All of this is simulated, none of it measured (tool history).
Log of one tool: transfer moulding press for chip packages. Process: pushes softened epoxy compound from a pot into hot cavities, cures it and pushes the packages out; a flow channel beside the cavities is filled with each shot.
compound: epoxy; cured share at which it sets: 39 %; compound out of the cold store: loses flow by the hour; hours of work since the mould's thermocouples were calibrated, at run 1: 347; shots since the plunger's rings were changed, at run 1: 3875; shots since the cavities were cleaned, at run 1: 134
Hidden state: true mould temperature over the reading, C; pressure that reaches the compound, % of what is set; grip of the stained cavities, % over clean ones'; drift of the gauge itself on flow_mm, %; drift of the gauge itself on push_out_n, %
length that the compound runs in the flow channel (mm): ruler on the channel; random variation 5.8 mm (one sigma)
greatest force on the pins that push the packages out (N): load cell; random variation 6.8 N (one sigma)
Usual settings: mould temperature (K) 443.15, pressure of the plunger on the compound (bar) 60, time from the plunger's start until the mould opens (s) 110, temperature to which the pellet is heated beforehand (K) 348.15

run,hour,mould temperature (K),pressure of the plunger on the compound (bar),time from the plunger's start until the mould opens (s),temperature to which the pellet is heated beforehand (K),hours of work since the mould's thermocouples were calibrated,shots since the plunger's rings were changed,shots since the cavities were cleaned,incoming compound's hours out of the cold store,length that the compound runs in the flow channel (mm),greatest force on the pins that push the packages out (N)
1,0,443.15,60,110,348.15,347,3875,134,33.3,563,347
2,58,443.15,60,110,348.15,384,4472,731,14.1,619,481
# hour 79.6: cavities cleaned with cleaning compound and waxed
3,95.7,443.15,60,110,348.15,407,4844,166,15,611,588
# hour 134.7: plunger's sealing rings changed
4,146.6,443.15,52.3,110,348.15,438,123,664,19.8,604,527
# hour 175.1: cavities cleaned with cleaning compound and waxed
5,234.6,443.15,52.3,110,346.15,492,1012,611,17.5,589,498
# hour 266.8: cavities cleaned with cleaning compound and waxed
# hour 303.3: mould's thermocouples calibrated
6,320.9,443.15,60,110,348.15,11,1864,536,40.8,569,470
# hour 355.9: cavities cleaned with cleaning compound and waxed
7,383.9,443.15,60,110,356.15,50,2497,288,26,601,398
# hour 439.7: cavities cleaned with cleaning compound and waxed, once more
8,455.6,443.15,55.6,110,348.15,95,3219,163,36.5,543,371
# hour 529.8: cavities cleaned with cleaning compound and waxed
9,529.8,443.15,55.6,110,348.15,141,3966,0,19.6,591,292
10,598,443.15,55.6,110,348.15,184,4669,703,43.3,514,478
# hour 618.3: cavities cleaned with cleaning compound and waxed
11,647,443.15,55.6,110,348.15,214,5157,295,29.4,546,422
# hour 656.6: plunger's sealing rings changed
# hour 713.4: cavities cleaned with cleaning compound and waxed
12,713.4,443.15,49.9,110,348.15,254,568,0,20.4,585,276
13,751.8,443.15,49.9,110,348.15,278,964,396,32.1,547,453
14,787.3,446.15,60,93,348.15,301,1329,761,47,545,520
# hour 803: cavities cleaned with cleaning compound and waxed
15,849.1,446.15,60,93,348.15,339,1949,474,38.5,557,466
# hour 892.6: cavities cleaned with cleaning compound and waxed
16,907.4,446.15,60,93,348.15,375,2534,153,27,595,414
17,957.9,446.15,48.1,141,348.15,407,3053,672,9.3,568,433
# hour 981.7: cavities cleaned with cleaning compound and waxed
18,1032.9,446.15,48.1,141,348.15,453,3808,526,15.6,543,414
# hour 1073.5: cavities cleaned with cleaning compound and waxed
19,1091.8,446.15,48.1,141,348.15,490,4399,188,38.1,492,330
20,1154.4,446.15,48.1,141,348.15,529,5043,832,42.1,476,443
# hour 1162.6: mould's thermocouples calibrated
# hour 1164.1: cavities cleaned with cleaning compound and waxed
# hour 1174.6: plunger's sealing rings changed
21,1245.1,436.15,60,118,345.15,50,725,807,47,587,611
# hour 1257.9: cavities cleaned with cleaning compound and waxed
22,1326.1,443.15,60,94,348.15,100,1543,702,26.8,610,609
# hour 1346.9: cavities cleaned with cleaning compound and waxed
23,1364.8,443.15,60,92,348.15,124,1925,183,21,631,532
# hour 1436.1: cavities cleaned with cleaning compound and waxed
24,1441,443.15,60,92,348.15,171,2694,51,23.6,610,417
25,1515.3,443.15,60,133,348.15,218,3458,815,25.3,596,442
# hour 1524.8: cavities cleaned with cleaning compound and waxed
26,1569.9,449.15,60,133,348.15,252,4004,464,33.9,540,403

Forecast each of these 4 alternatives for the next run:
# hour 1613.2: cavities cleaned with cleaning compound and waxed
A,1635.4,444.15,60,133,356.15,292,4663,229,29.5,?,?
# hour 1613.2: cavities cleaned with cleaning compound and waxed
B,1635.4,446.15,60,133,348.15,292,4663,229,16.3,?,?
# hour 1613.2: cavities cleaned with cleaning compound and waxed
C,1635.4,446.15,60,110,348.15,292,4663,229,20.5,?,?
# hour 1613.2: cavities cleaned with cleaning compound and waxed
D,1635.4,451.15,59.8,96,348.15,292,4663,229,18.5,?,?

run,length that the compound runs in the flow channel (mm),greatest force on the pins that push the packages out (N)
A,550,356
B,600,350
C,573,366
D,572,364
Without the tool's hidden state the same runs would have given:
run,length that the compound runs in the flow channel (mm),greatest force on the pins that push the packages out (N)
A,601,244
B,654,240
C,625,255
D,624,252
